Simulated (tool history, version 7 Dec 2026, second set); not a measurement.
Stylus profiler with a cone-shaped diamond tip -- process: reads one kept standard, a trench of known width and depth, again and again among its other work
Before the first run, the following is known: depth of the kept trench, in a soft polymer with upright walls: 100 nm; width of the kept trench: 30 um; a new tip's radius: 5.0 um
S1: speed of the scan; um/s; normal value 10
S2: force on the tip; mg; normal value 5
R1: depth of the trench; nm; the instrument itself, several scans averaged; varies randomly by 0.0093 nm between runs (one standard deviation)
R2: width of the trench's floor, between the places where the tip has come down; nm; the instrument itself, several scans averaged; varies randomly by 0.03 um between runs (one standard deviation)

run   hour  S1     S2       R1     R2
  1      0  10      5  100.831  27590
  2   12.6  10      5  100.823  27550
  3   36.7   4      5   100.82  27530
  4   51.5  10   2.59  100.514  27470
  5     68  10   2.59  100.506  27450
  6   87.6  10   2.59  100.484  27440
  7  100.4  10   2.59  100.488  27400
  8  126.6  23      5  100.806  27360
  9  137.9  10      5   100.79  27430
 10  151.7   8      5  100.807  27370
 11  172.8   8      5  100.809  27350
 12  188.6   8      5  100.803  27330
 13  205.7   8      5  100.795  27320
 14  229.6   8      5  100.795  27250
 15  243.2   8      5  100.797  27280
 16  269.6   3      5  100.786  27230
 17  281.7   7      5   100.79  27230
 18  296.7   7      5  100.783  27210
 19  319.8   7      5  100.797  27230
 20  331.4  10  10.97  101.412  27160
 21  354.5   4  10.97  101.391  27150
 22  378.8   4  10.97  101.391  27150
 23  397.5  10      5  100.791  27040
     400.3  -- height scale calibrated on a step standard
 24  415.7  37   8.11  101.102  27100
 25  436.4  37   8.11   101.09  26980
 26  449.7  37   8.11  101.088  27010
 27    473  37   8.11  101.087  26930
 28  489.6   3   1.95  100.304  26990
 29  500.7  27      3  100.479  26940
     522.4  -- height scale calibrated on a step standard, once more
 30  524.6  27      3  100.641  26920
 31  548.8   6   5.07   100.92  26920
 32  563.2   6   5.07  100.894  26930
 33  580.9  10   1.83  100.448  26880
 34  607.3  10   1.83  100.448  26840
 35  632.6  35   4.16   100.79  26880
 36  650.7  10   9.71  101.381  26850
     670.3  -- new tip fitted, height scale calibrated
 37  672.5  13    9.8  101.455  28000
 38  688.6  13    9.8  101.467  27920
 39    704  13    9.8  101.438  27890
 40  726.6  13   2.46  100.587  27880
 41  737.5  13   2.46   100.58  27840
 42  762.4   7      2    100.5  27830
 43    782  32      5  100.923  27730
 44  802.6  32      5  100.915  27720
 45  815.1  32      5  100.914  27750
 46  840.4  32      5   100.93  27720

Some steps in R1 between neighbouring runs. How much of each would the tool show without its hidden state too (settings, what came in, random variation), and how much is left for the hidden state, with any gauge scatter that isn't in both results?
The tool's hidden condition here consists of: radius of the tip, um; height scale over the true one, %; drift of the gauge itself on depth_nm, %; drift of the gauge itself on floor_um, %.
Run 19 -> 20: S1 7 -> 10, S2 5 -> 10.97. R1 +0.615 nm: hidden state -0.002, all else +0.617.
Run 23 -> 24: S1 10 -> 37, S2 5 -> 8.11, height scale calibrated on a step standard. R1 +0.311 nm: hidden state -0.029, all else +0.34.
Run 27 -> 28: S1 37 -> 3, S2 8.11 -> 1.95. R1 -0.783 nm: hidden state -0.001, all else -0.782.
Run 29 -> 30: height scale calibrated on a step standard, once more. R1 +0.162 nm: hidden state +0.161, all else +0.001.
Run 36 -> 37: S1 10 -> 13, S2 9.71 -> 9.8, new tip fitted, height scale calibrated. R1 +0.074 nm: hidden state +0.059, all else +0.015.
Run 39 -> 40: S2 9.8 -> 2.46. R1 -0.851 nm: hidden state -0.002, all else -0.849.
